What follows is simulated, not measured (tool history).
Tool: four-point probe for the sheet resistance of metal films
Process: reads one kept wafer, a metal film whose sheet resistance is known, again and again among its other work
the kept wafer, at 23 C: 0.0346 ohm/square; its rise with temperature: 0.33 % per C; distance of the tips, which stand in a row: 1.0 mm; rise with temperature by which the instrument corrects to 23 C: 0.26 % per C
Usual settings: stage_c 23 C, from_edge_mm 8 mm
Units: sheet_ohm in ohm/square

run 1 hour=0 | stage_c=23 from_edge_mm=8 | sheet_ohm=0.03489
run 2 hour=37.1 | stage_c=23 from_edge_mm=8 | sheet_ohm=0.034886
run 3 hour=85 | stage_c=23 from_edge_mm=8 | sheet_ohm=0.034891
run 4 hour=115.5 | stage_c=23 from_edge_mm=14 | sheet_ohm=0.034698
run 5 hour=143 | stage_c=23 from_edge_mm=14 | sheet_ohm=0.034691
run 6 hour=173 | stage_c=23 from_edge_mm=14 | sheet_ohm=0.034689
run 7 hour=223.4 | stage_c=23 from_edge_mm=14 | sheet_ohm=0.034691
run 8 hour=267.9 | stage_c=23 from_edge_mm=8 | sheet_ohm=0.034882
run 9 hour=314.8 | stage_c=23 from_edge_mm=16 | sheet_ohm=0.034676
run 10 hour=364.2 | stage_c=31 from_edge_mm=4 | sheet_ohm=0.035921
run 11 hour=418.2 | stage_c=23 from_edge_mm=5 | sheet_ohm=0.035326
run 12 hour=474.5 | stage_c=23 from_edge_mm=3 | sheet_ohm=0.036551
run 13 hour=531.4 | stage_c=27 from_edge_mm=75 | sheet_ohm=0.034702
run 14 hour=588.3 | stage_c=24 from_edge_mm=6 | sheet_ohm=0.035125
run 15 hour=619.2 | stage_c=30 from_edge_mm=6 | sheet_ohm=0.035267
run 16 hour=669.5 | stage_c=28 from_edge_mm=50 | sheet_ohm=0.034722
run 17 hour=719.5 | stage_c=27 from_edge_mm=69 | sheet_ohm=0.034706
run 18 hour=761.8 | stage_c=27 from_edge_mm=19 | sheet_ohm=0.034753

5 ways to go on from here, each from the tool as it stands after run 18. What would each give?
run A hour=795.2 | stage_c=24 from_edge_mm=28 | sheet_ohm=?
run B hour=795.2 | stage_c=22 from_edge_mm=71 | sheet_ohm=?
run C hour=795.2 | stage_c=19 from_edge_mm=11 | sheet_ohm=?
run D hour=795.2 | stage_c=19 from_edge_mm=43 | sheet_ohm=?
run E hour=795.2 | stage_c=19 from_edge_mm=8 | sheet_ohm=?

run=A sheet_ohm=0.034644
run=B sheet_ohm=0.034583
run=C sheet_ohm=0.034663
run=D sheet_ohm=0.034509
run=E sheet_ohm=0.034792
Without the tool's hidden state the same runs would have given:
run=A sheet_ohm=0.034645
run=B sheet_ohm=0.034585
run=C sheet_ohm=0.034665
run=D sheet_ohm=0.034511
run=E sheet_ohm=0.034794
